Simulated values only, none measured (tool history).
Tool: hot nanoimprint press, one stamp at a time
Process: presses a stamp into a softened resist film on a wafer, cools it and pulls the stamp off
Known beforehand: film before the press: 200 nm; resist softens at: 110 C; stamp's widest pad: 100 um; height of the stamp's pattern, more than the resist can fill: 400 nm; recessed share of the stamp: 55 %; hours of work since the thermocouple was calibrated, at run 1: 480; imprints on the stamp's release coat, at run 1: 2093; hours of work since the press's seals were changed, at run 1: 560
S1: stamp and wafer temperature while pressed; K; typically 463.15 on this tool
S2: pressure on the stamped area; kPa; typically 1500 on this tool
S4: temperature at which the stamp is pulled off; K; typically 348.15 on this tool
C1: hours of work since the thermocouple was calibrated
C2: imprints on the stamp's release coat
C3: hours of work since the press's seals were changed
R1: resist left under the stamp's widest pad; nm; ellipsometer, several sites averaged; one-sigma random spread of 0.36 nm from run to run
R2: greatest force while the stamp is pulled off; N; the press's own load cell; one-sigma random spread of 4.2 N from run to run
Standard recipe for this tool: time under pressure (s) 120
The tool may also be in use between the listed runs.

run 1 hour=0.0 | S1=463.15 S2=1500 time_under_pressure_(s)=120 S4=348.15 | C1=480 C2=2093 C3=560 | R1=114.7 R2=428
-- hour=18.7 stamp cleaned and given a new release coat
run 2 hour=29.9 | S1=463.15 S2=1500 time_under_pressure_(s)=120 S4=348.15 | C1=490 C2=34 C3=570 | R1=114.6 R2=217
run 3 hour=59.8 | S1=463.15 S2=1500 time_under_pressure_(s)=120 S4=348.15 | C1=503 C2=124 C3=583 | R1=114.5 R2=225
-- hour=68.5 plate thermocouple calibrated
run 4 hour=82.3 | S1=463.15 S2=1500 time_under_pressure_(s)=223 S4=348.15 | C1=6 C2=183 C3=591 | R1=94.8 R2=225
run 5 hour=99.9 | S1=463.15 S2=1500 time_under_pressure_(s)=223 S4=348.15 | C1=13 C2=235 C3=598 | R1=95.1 R2=233
run 6 hour=123.3 | S1=463.15 S2=1500 time_under_pressure_(s)=223 S4=348.15 | C1=23 C2=306 C3=608 | R1=95.1 R2=237
run 7 hour=154.9 | S1=463.15 S2=1500 time_under_pressure_(s)=223 S4=348.15 | C1=36 C2=401 C3=622 | R1=95.3 R2=250
run 8 hour=188.9 | S1=463.15 S2=1500 time_under_pressure_(s)=223 S4=348.15 | C1=51 C2=503 C3=636 | R1=95.4 R2=271
run 9 hour=226.1 | S1=457.15 S2=1150 time_under_pressure_(s)=130 S4=348.15 | C1=67 C2=615 C3=652 | R1=146.4 R2=278
-- hour=261.7 plate thermocouple calibrated, once more
run 10 hour=264.7 | S1=456.15 S2=970 time_under_pressure_(s)=120 S4=348.15 | C1=1 C2=722 C3=667 | R1=153.1 R2=269
run 11 hour=286.2 | S1=467.15 S2=1500 time_under_pressure_(s)=118 S4=348.15 | C1=10 C2=786 C3=676 | R1=99.4 R2=277
run 12 hour=308.9 | S1=463.15 S2=1500 time_under_pressure_(s)=213 S4=348.15 | C1=20 C2=854 C3=685 | R1=91.8 R2=279
run 13 hour=343.2 | S1=463.15 S2=1500 time_under_pressure_(s)=213 S4=348.15 | C1=34 C2=957 C3=700 | R1=92.0 R2=275

Each row is a separate what-if for the run after 13, all from the same tool condition, not one after another. Results?
run A hour=366.9 | S1=465.15 S2=1650 time_under_pressure_(s)=213 S4=346.15 | C1=44 C2=1029 C3=710 | R1=? R2=?
run B hour=366.9 | S1=463.15 S2=1500 time_under_pressure_(s)=189 S4=347.15 | C1=44 C2=1029 C3=710 | R1=? R2=?
run C hour=366.9 | S1=463.15 S2=2130 time_under_pressure_(s)=163 S4=346.15 | C1=44 C2=1029 C3=710 | R1=? R2=?
run D hour=366.9 | S1=452.15 S2=1470 time_under_pressure_(s)=120 S4=339.15 | C1=44 C2=1029 C3=710 | R1=? R2=?

run=A R1=82.4 R2=311
run=B R1=95.4 R2=310
run=C R1=83.8 R2=314
run=D R1=146.7 R2=363
Stripped of hidden state, with their random variation kept, the same runs would have yielded:
run=A R1=81.2 R2=213
run=B R1=94.1 R2=212
run=C R1=82.3 R2=216
run=D R1=145.4 R2=249

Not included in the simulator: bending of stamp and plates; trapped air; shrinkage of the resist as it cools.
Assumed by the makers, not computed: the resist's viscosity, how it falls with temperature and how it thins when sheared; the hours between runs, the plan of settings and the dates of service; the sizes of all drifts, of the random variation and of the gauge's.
